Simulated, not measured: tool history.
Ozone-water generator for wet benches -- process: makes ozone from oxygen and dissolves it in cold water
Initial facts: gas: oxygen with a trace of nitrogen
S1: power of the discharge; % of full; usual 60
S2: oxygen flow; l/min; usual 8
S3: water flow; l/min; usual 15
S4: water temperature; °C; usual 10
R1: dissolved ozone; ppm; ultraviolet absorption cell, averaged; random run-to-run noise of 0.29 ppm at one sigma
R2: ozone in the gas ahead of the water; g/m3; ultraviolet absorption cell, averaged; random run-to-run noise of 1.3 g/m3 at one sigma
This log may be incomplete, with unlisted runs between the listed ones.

run,hour,S1,S2,S3,S4,R1,R2
1,0,60,8,15,10,45.8,229.5
2,67.8,60,8,15,12,43.8,229.5
3,148,60,8,15,12,43.8,231.5
4,181.6,60,8,15,12,44.4,228.7
5,222.9,60,8,15,10,45.7,228
6,260.3,60,8,15,10,45.5,229.3
7,335.5,60,8,15,5,49.7,229
8,396,60,8,15,5,49.6,224.8
9,448.7,60,8,15,5,49.3,226.3
10,511.8,60,8,15,9,46.7,228.8
11,556.7,60,8,15,9,46.1,227.8
12,599.7,60,4.73,15,6,45.3,279.3
13,634.6,60,8,15,6,49.4,226
14,706.7,50,9.77,15,13,38.2,183.7
15,753.2,65,13.49,23,8,37.4,196.7
16,812.3,60,8,10,10,57.8,227.9
17,853.1,80,8,15,10,56.2,278.5
18,906,80,8,15,10,56.3,280.3
19,944.9,97,7.16,24,10,43.2,337.1
20,1019.3,97,7.16,24,10,43.7,339.2
21,1100.2,89,6.49,10,10,76.7,325.3
22,1150,89,6.49,10,10,77.8,326.1

Forecast each of these 5 alternatives for the next run:
A,1230.4,60,8,14,13,?,?
B,1230.4,89,6.49,19,10,?,?
C,1230.4,60,8,15,10,?,?
D,1230.4,41,6.49,10,16,?,?
E,1230.4,54,8,15,10,?,?

run,R1,R2
A,45.5,225.3
B,49.5,324.4
C,45.2,226.1
D,38.9,183.5
E,42.2,209
With the hidden condition removed and each run's random variation left untouched, the same runs would have given:
run,R1,R2
A,45.6,230.4
B,49.5,331.7
C,45.3,231.1
D,38.9,187.6
E,42.2,213.6
